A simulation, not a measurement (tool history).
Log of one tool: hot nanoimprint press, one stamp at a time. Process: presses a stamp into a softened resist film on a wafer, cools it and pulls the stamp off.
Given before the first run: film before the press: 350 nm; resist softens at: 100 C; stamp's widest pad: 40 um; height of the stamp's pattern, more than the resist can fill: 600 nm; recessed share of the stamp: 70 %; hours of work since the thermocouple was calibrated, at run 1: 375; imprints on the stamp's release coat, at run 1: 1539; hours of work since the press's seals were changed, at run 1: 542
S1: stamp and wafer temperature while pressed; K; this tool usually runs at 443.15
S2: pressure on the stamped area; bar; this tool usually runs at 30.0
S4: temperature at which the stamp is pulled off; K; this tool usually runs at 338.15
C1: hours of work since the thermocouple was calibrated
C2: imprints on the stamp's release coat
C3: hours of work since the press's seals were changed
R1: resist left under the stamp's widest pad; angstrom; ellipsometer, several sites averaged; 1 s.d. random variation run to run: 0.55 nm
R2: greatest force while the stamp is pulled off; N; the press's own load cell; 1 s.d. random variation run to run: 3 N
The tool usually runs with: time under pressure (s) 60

run 1 hour=0.0 | S1=443.15 S2=30.0 time_under_pressure_(s)=60 S4=338.15 | C1=375 C2=1539 C3=542 | R1=1854 R2=192
-- hour=83.4 plate thermocouple calibrated
run 2 hour=95.6 | S1=443.15 S2=30.0 time_under_pressure_(s)=60 S4=338.15 | C1=10 C2=1947 C3=616 | R1=1906 R2=208
-- hour=145.2 stamp cleaned and given a new release coat
run 3 hour=194.3 | S1=443.15 S2=30.0 time_under_pressure_(s)=60 S4=340.15 | C1=84 C2=217 C3=690 | R1=1900 R2=145
run 4 hour=291.4 | S1=443.15 S2=30.0 time_under_pressure_(s)=60 S4=338.15 | C1=161 C2=645 C3=767 | R1=1900 R2=156
run 5 hour=335.6 | S1=443.15 S2=30.0 time_under_pressure_(s)=45 S4=338.15 | C1=196 C2=840 C3=802 | R1=2066 R2=166
run 6 hour=424.5 | S1=443.15 S2=30.0 time_under_pressure_(s)=60 S4=338.15 | C1=267 C2=1231 C3=873 | R1=1899 R2=177
run 7 hour=503.6 | S1=433.15 S2=30.0 time_under_pressure_(s)=60 S4=338.15 | C1=330 C2=1580 C3=936 | R1=2478 R2=200
run 8 hour=549.4 | S1=433.15 S2=30.0 time_under_pressure_(s)=60 S4=338.15 | C1=366 C2=1782 C3=973 | R1=2481 R2=191
-- hour=643.4 stamp cleaned and given a new release coat
-- hour=648.5 plate thermocouple calibrated
run 9 hour=648.5 | S1=443.15 S2=30.0 time_under_pressure_(s)=60 S4=338.15 | C1=0 C2=9 C3=1044 | R1=1933 R2=140
-- hour=751.8 press's hydraulic seals changed and the load cell set to zero
run 10 hour=753.0 | S1=443.15 S2=21.1 time_under_pressure_(s)=60 S4=338.15 | C1=77 C2=434 C3=1 | R1=2182 R2=155
run 11 hour=823.6 | S1=443.15 S2=21.1 time_under_pressure_(s)=60 S4=338.15 | C1=133 C2=745 C3=57 | R1=2190 R2=163
run 12 hour=885.0 | S1=443.15 S2=21.1 time_under_pressure_(s)=60 S4=338.15 | C1=182 C2=1016 C3=106 | R1=2192 R2=177
run 13 hour=945.2 | S1=443.15 S2=21.1 time_under_pressure_(s)=60 S4=338.15 | C1=230 C2=1281 C3=154 | R1=2186 R2=180
run 14 hour=990.6 | S1=443.15 S2=21.1 time_under_pressure_(s)=60 S4=338.15 | C1=266 C2=1481 C3=190 | R1=2194 R2=190
run 15 hour=1067.2 | S1=443.15 S2=35.1 time_under_pressure_(s)=60 S4=338.15 | C1=327 C2=1818 C3=251 | R1=1694 R2=199
-- hour=1147.8 stamp cleaned and given a new release coat
run 16 hour=1157.2 | S1=436.15 S2=20.2 time_under_pressure_(s)=36 S4=338.15 | C1=394 C2=42 C3=318 | R1=2861 R2=142
-- hour=1217.3 plate thermocouple calibrated
run 17 hour=1225.4 | S1=432.15 S2=20.2 time_under_pressure_(s)=36 S4=338.15 | C1=6 C2=329 C3=370 | R1=3066 R2=155
run 18 hour=1273.8 | S1=444.15 S2=18.1 time_under_pressure_(s)=47 S4=340.15 | C1=45 C2=542 C3=408 | R1=2456 R2=151
run 19 hour=1371.8 | S1=438.15 S2=19.4 time_under_pressure_(s)=62 S4=343.15 | C1=123 C2=974 C3=487 | R1=2546 R2=164
run 20 hour=1459.6 | S1=433.15 S2=36.4 time_under_pressure_(s)=60 S4=330.15 | C1=193 C2=1361 C3=556 | R1=2263 R2=202
run 21 hour=1529.0 | S1=439.15 S2=38.1 time_under_pressure_(s)=37 S4=332.15 | C1=248 C2=1667 C3=612 | R1=2140 R2=217
run 22 hour=1594.0 | S1=439.15 S2=38.1 time_under_pressure_(s)=37 S4=332.15 | C1=300 C2=1953 C3=663 | R1=2143 R2=224
-- hour=1642.2 stamp cleaned and given a new release coat
run 23 hour=1690.6 | S1=450.15 S2=38.1 time_under_pressure_(s)=37 S4=332.15 | C1=372 C2=213 C3=736 | R1=1573 R2=156
-- hour=1780.0 plate thermocouple calibrated
run 24 hour=1781.6 | S1=447.15 S2=30.0 time_under_pressure_(s)=60 S4=338.15 | C1=1 C2=601 C3=806 | R1=1702 R2=159
run 25 hour=1830.9 | S1=447.15 S2=30.0 time_under_pressure_(s)=60 S4=338.15 | C1=41 C2=819 C3=845 | R1=1693 R2=171
run 26 hour=1897.2 | S1=432.15 S2=25.3 time_under_pressure_(s)=56 S4=338.15 | C1=93 C2=1111 C3=898 | R1=2729 R2=181
run 27 hour=1938.6 | S1=449.15 S2=47.5 time_under_pressure_(s)=50 S4=327.15 | C1=126 C2=1293 C3=931 | R1=1336 R2=214
run 28 hour=2017.8 | S1=449.15 S2=47.5 time_under_pressure_(s)=50 S4=327.15 | C1=189 C2=1642 C3=994 | R1=1333 R2=225
run 29 hour=2058.4 | S1=453.15 S2=25.2 time_under_pressure_(s)=97 S4=327.15 | C1=222 C2=1821 C3=1026 | R1=1339 R2=237

4 ways to go on from here, each from the tool as it stands after run 29. What would each give?
run A hour=2105.7 | S1=453.15 S2=26.1 time_under_pressure_(s)=48 S4=327.15 | C1=259 C2=2030 C3=1064 | R1=? R2=?
run B hour=2105.7 | S1=445.15 S2=30.0 time_under_pressure_(s)=41 S4=329.15 | C1=259 C2=2030 C3=1064 | R1=? R2=?
run C hour=2105.7 | S1=453.15 S2=43.1 time_under_pressure_(s)=99 S4=337.15 | C1=259 C2=2030 C3=1064 | R1=? R2=?
run D hour=2105.7 | S1=443.15 S2=23.6 time_under_pressure_(s)=60 S4=338.15 | C1=259 C2=2030 C3=1064 | R1=? R2=?

run=A R1=1666 R2=251
run=B R1=2018 R2=237
run=C R1=991 R2=207
run=D R1=2123 R2=212
Without the tool's unlogged condition, the same runs would have read:
run=A R1=1623 R2=166
run=B R1=1963 R2=157
run=C R1=935 R2=137
run=D R1=2085 R2=141

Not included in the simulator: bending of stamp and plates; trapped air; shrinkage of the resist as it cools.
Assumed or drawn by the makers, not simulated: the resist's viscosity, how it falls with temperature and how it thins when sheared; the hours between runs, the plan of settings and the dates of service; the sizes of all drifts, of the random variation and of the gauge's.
